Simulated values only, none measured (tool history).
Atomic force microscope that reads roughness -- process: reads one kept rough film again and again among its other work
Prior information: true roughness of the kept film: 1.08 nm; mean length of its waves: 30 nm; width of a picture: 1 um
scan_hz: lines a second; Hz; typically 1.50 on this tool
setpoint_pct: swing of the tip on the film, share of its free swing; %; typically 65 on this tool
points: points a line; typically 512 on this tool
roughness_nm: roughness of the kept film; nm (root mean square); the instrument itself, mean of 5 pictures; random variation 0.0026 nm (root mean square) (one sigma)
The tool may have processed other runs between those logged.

run	hour	scan_hz	setpoint_pct	points	roughness_nm
1	0.0	1.50	65	512	0.984
# hour 7.2: new tip fitted
2	18.5	0.55	65	512	1.033
3	38.0	0.55	65	512	1.025
4	52.5	0.55	65	512	1.028
5	69.3	1.50	65	512	0.992
6	80.6	1.50	65	512	0.987
7	101.5	1.50	65	512	0.987
8	117.8	1.50	65	512	0.986
9	140.0	1.50	65	512	0.983
# hour 159.0: new tip fitted
10	161.8	1.50	65	512	1.005
11	171.9	1.50	80	512	0.950
12	194.1	1.50	80	512	0.945
13	214.5	1.50	80	512	0.945
14	233.4	1.50	80	535	0.943
15	247.0	1.50	80	535	0.937
16	266.0	1.50	80	535	0.934
17	277.1	1.50	65	512	0.987
18	291.0	1.50	65	512	0.975
19	302.2	1.50	65	512	0.978
# hour 311.7: new tip fitted
20	317.3	0.67	65	512	1.025
21	329.9	1.50	65	503	0.998
22	344.5	3.04	65	503	0.956
23	356.8	3.04	80	503	0.860
24	373.3	3.04	80	503	0.864
25	386.0	3.04	80	503	0.862
26	402.2	1.50	65	356	0.983
27	423.8	1.50	65	356	0.980
28	443.8	0.79	65	485	1.001
29	456.4	0.79	65	485	0.998
# hour 464.4: new tip fitted
30	467.9	3.95	65	512	0.934
31	481.3	1.50	62	955	1.013
32	495.3	1.20	63	283	0.997
33	519.1	1.37	65	459	0.998
34	538.9	1.37	65	459	0.993
35	554.8	1.37	65	459	0.983

Run 36 has not been measured yet. What should we expect?
36	571.7	1.52	65	305	?

Run 36 produced roughness_nm 0.976 nm (root mean square).
Without the tool's hidden state the same run would have given roughness_nm 0.997 nm (root mean square).

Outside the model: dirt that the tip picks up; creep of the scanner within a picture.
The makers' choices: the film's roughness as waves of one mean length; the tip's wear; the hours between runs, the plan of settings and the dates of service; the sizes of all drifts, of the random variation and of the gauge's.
